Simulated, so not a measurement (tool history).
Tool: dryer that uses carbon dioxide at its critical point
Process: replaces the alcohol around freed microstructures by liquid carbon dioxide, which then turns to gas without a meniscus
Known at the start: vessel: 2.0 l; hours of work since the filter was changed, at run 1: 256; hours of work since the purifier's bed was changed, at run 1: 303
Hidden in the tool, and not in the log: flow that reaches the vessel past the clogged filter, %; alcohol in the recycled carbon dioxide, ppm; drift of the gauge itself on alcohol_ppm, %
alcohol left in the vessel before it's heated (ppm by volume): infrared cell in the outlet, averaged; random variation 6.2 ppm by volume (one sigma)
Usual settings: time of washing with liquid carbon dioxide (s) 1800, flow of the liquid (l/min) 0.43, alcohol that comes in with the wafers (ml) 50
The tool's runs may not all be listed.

| run | hour | time of washing with liquid carbon dioxide (s) | flow of the liquid (l/min) | alcohol that comes in with the wafers (ml) | hours of work since the filter was changed | hours of work since the purifier's bed was changed | alcohol left in the vessel before it's heated (ppm by volume) |
|---|---|---|---|---|---|---|---|
| 1 | 0 | 1800 | 0.43 | 50 | 256 | 303 | 348 |
| 2 | 41.1 | 1800 | 0.43 | 50 | 287 | 333 | 353 |
|  | 47.5 | inlet filter changed |
| 3 | 85.3 | 1800 | 0.43 | 50 | 28 | 366 | 307 |
| 4 | 120.5 | 1800 | 0.43 | 50 | 55 | 392 | 313 |
| 5 | 160.5 | 1800 | 0.43 | 50 | 85 | 423 | 336 |
| 6 | 213.8 | 1800 | 0.465 | 50 | 125 | 463 | 262 |
| 7 | 251.9 | 1800 | 0.43 | 50 | 154 | 491 | 364 |
| 8 | 281.1 | 1800 | 0.43 | 50 | 176 | 513 | 363 |
| 9 | 316.3 | 1800 | 0.43 | 50 | 202 | 540 | 388 |
| 10 | 348.1 | 1800 | 0.43 | 50 | 226 | 564 | 398 |
| 11 | 384.3 | 1800 | 0.43 | 50 | 253 | 591 | 405 |
| 12 | 421.5 | 1800 | 0.43 | 50 | 281 | 619 | 393 |
|  | 439.4 | inlet filter changed |
| 13 | 473.1 | 1800 | 0.43 | 50 | 25 | 657 | 361 |
| 14 | 506.4 | 1200 | 0.43 | 69 | 50 | 682 | 1757 |
| 15 | 554.4 | 1440 | 0.481 | 41 | 87 | 718 | 469 |
| 16 | 601.9 | 1680 | 0.588 | 29 | 122 | 754 | 169 |
| 17 | 645.2 | 1320 | 0.351 | 34 | 155 | 786 | 1343 |
| 18 | 689.8 | 1200 | 0.304 | 92 | 188 | 820 | 5840 |
| 19 | 748.9 | 1560 | 0.43 | 50 | 233 | 864 | 690 |
| 20 | 783.2 | 1560 | 0.43 | 50 | 259 | 890 | 707 |
|  | 828.1 | inlet filter changed |
| 21 | 832.1 | 1560 | 0.43 | 50 | 3 | 926 | 609 |
| 22 | 856.2 | 2400 | 0.388 | 50 | 21 | 944 | 241 |
| 23 | 903 | 2400 | 0.259 | 57 | 56 | 980 | 867 |
| 24 | 935.7 | 2400 | 0.259 | 57 | 81 | 1004 | 937 |
| 25 | 981.5 | 1980 | 0.394 | 76 | 115 | 1039 | 558 |

3 ways to go on from here, each from the tool as it stands after run 25. What would each give?
|  | 1015.2 | purifier's bed changed |
| A | 1024.5 | 2100 | 0.461 | 76 | 146 | 7 | ? |
|  | 1015.2 | purifier's bed changed |
| B | 1024.5 | 1740 | 0.394 | 76 | 146 | 7 | ? |
|  | 1015.2 | purifier's bed changed |
| C | 1024.5 | 1980 | 0.369 | 76 | 146 | 7 | ? |

| run | alcohol left in the vessel before it's heated (ppm by volume) |
|---|---|
| A | 145 |
| B | 745 |
| C | 574 |
Without the tool's hidden state the same runs would have given:
| run | alcohol left in the vessel before it's heated (ppm by volume) |
|---|---|
| A | 114 |
| B | 638 |
| C | 485 |

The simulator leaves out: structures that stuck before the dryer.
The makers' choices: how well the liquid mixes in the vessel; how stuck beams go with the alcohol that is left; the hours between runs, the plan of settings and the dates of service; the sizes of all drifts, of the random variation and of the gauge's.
